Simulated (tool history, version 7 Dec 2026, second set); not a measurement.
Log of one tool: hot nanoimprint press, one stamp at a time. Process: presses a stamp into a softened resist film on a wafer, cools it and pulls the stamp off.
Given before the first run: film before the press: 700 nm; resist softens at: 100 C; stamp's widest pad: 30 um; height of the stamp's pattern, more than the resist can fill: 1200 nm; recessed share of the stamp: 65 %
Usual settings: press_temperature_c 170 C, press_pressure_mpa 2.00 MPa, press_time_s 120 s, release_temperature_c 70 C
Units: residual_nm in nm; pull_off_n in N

Run 1, day 0.000: usual settings. Result: residual_nm 270.8 nm, pull_off_n 123 N.
Run 2, day 2.246: usual settings but press_temperature_c 178 C. Result: residual_nm 176.3 nm, pull_off_n 130 N.
Run 3, day 3.483: usual settings but press_temperature_c 178 C. Result: residual_nm 175.5 nm, pull_off_n 137 N.
Run 4, day 5.117: usual settings but press_temperature_c 178 C. Result: residual_nm 176.0 nm, pull_off_n 138 N.
Run 5, day 7.396: usual settings. Result: residual_nm 276.6 nm, pull_off_n 142 N.
Run 6, day 8.483: usual settings. Result: residual_nm 279.6 nm, pull_off_n 142 N.
Run 7, day 10.283: usual settings. Result: residual_nm 279.0 nm, pull_off_n 154 N.
Run 8, day 12.783: usual settings but release_temperature_c 62 C. Result: residual_nm 281.0 nm, pull_off_n 171 N.
At day 14.362: stamp cleaned and given a new release coat.
Run 9, day 15.588: usual settings but press_temperature_c 176 C, release_temperature_c 62 C. Result: residual_nm 206.2 nm, pull_off_n 132 N.
At day 16.546: press's hydraulic seals changed and the load cell set to zero.
Run 10, day 18.421: usual settings but press_temperature_c 176 C, release_temperature_c 62 C. Result: residual_nm 208.7 nm, pull_off_n 137 N.
Run 11, day 20.300: usual settings but press_temperature_c 176 C, release_temperature_c 62 C. Result: residual_nm 208.7 nm, pull_off_n 138 N.
At day 20.554: plate thermocouple calibrated.
Run 12, day 21.629: usual settings but press_temperature_c 176 C, release_temperature_c 62 C. Result: residual_nm 222.3 nm, pull_off_n 145 N.
Run 13, day 24.112: usual settings but press_temperature_c 176 C, release_temperature_c 62 C. Result: residual_nm 226.0 nm, pull_off_n 152 N.
At day 26.267: plate thermocouple calibrated, once more.
Run 14, day 26.267: usual settings. Result: residual_nm 264.4 nm, pull_off_n 143 N.
Run 15, day 28.346: usual settings but press_time_s 85 s. Result: residual_nm 304.8 nm, pull_off_n 148 N.
Run 16, day 30.500: usual settings but press_time_s 85 s. Result: residual_nm 311.2 nm, pull_off_n 162 N.
Run 17, day 31.567: usual settings but press_time_s 85 s. Result: residual_nm 310.2 nm, pull_off_n 163 N.
At day 32.467: stamp cleaned and given a new release coat.
Run 18, day 33.946: usual settings but press_time_s 85 s. Result: residual_nm 313.8 nm, pull_off_n 119 N.
Run 19, day 35.854: usual settings but press_time_s 85 s. Result: residual_nm 314.2 nm, pull_off_n 123 N.
Run 20, day 38.200: usual settings but press_temperature_c 162 C, press_pressure_mpa 2.05 MPa, press_time_s 85 s. Result: residual_nm 457.6 nm, pull_off_n 131 N.
Run 21, day 39.808: usual settings but press_temperature_c 175 C, press_pressure_mpa 1.29 MPa, press_time_s 152 s. Result: residual_nm 230.9 nm, pull_off_n 139 N.
Run 22, day 41.558: usual settings but press_temperature_c 174 C, press_pressure_mpa 1.98 MPa, press_time_s 134 s, release_temperature_c 61 C. Result: residual_nm 217.3 nm, pull_off_n 156 N.
Run 23, day 43.242: usual settings but press_temperature_c 158 C, press_pressure_mpa 2.01 MPa, press_time_s 134 s, release_temperature_c 61 C. Result: residual_nm 488.4 nm, pull_off_n 158 N.
Run 24, day 45.829: usual settings but press_temperature_c 166 C, press_pressure_mpa 2.01 MPa, press_time_s 80 s, release_temperature_c 62 C. Result: residual_nm 406.2 nm, pull_off_n 161 N.
At day 47.300: press's hydraulic seals changed and the load cell set to zero.
Run 25, day 47.300: usual settings but press_temperature_c 177 C, press_pressure_mpa 1.56 MPa, press_time_s 62 s, release_temperature_c 69 C. Result: residual_nm 288.1 nm, pull_off_n 150 N.
Run 26, day 49.288: usual settings but press_temperature_c 173 C, press_pressure_mpa 1.36 MPa, press_time_s 160 s, release_temperature_c 74 C. Result: residual_nm 255.1 nm, pull_off_n 152 N.
At day 50.167: plate thermocouple calibrated.
At day 50.417: stamp cleaned and given a new release coat.
Run 27, day 50.971: usual settings but press_temperature_c 173 C, press_pressure_mpa 1.36 MPa, press_time_s 160 s, release_temperature_c 74 C. Result: residual_nm 228.5 nm, pull_off_n 114 N.
Run 28, day 53.125: usual settings but press_temperature_c 177 C, press_pressure_mpa 1.21 MPa, press_time_s 133 s. Result: residual_nm 215.0 nm, pull_off_n 122 N.
Run 29, day 54.433: usual settings but press_pressure_mpa 1.24 MPa, press_time_s 94 s, release_temperature_c 63 C. Result: residual_nm 359.9 nm, pull_off_n 134 N.

3 ways to go on from here, each from the tool as it stands after run 29. What would each give?
Run A, day 55.871: usual settings but press_temperature_c 159 C, press_pressure_mpa 1.68 MPa, press_time_s 94 s, release_temperature_c 72 C. Result: residual_nm ?, pull_off_n ?.
Run B, day 55.871: usual settings but press_temperature_c 176 C, release_temperature_c 60 C. Result: residual_nm ?, pull_off_n ?.
Run C, day 55.871: usual settings but press_time_s 67 s. Result: residual_nm ?, pull_off_n ?.

run  residual_nm  pull_off_n
  A        519.9         122
  B        192.1         146
  C        338.0         131
Take away the tool's hidden state, keep each run's random variation, and the runs would have read:
run  residual_nm  pull_off_n
  A        513.3         108
  B        188.1         130
  C        331.7         116
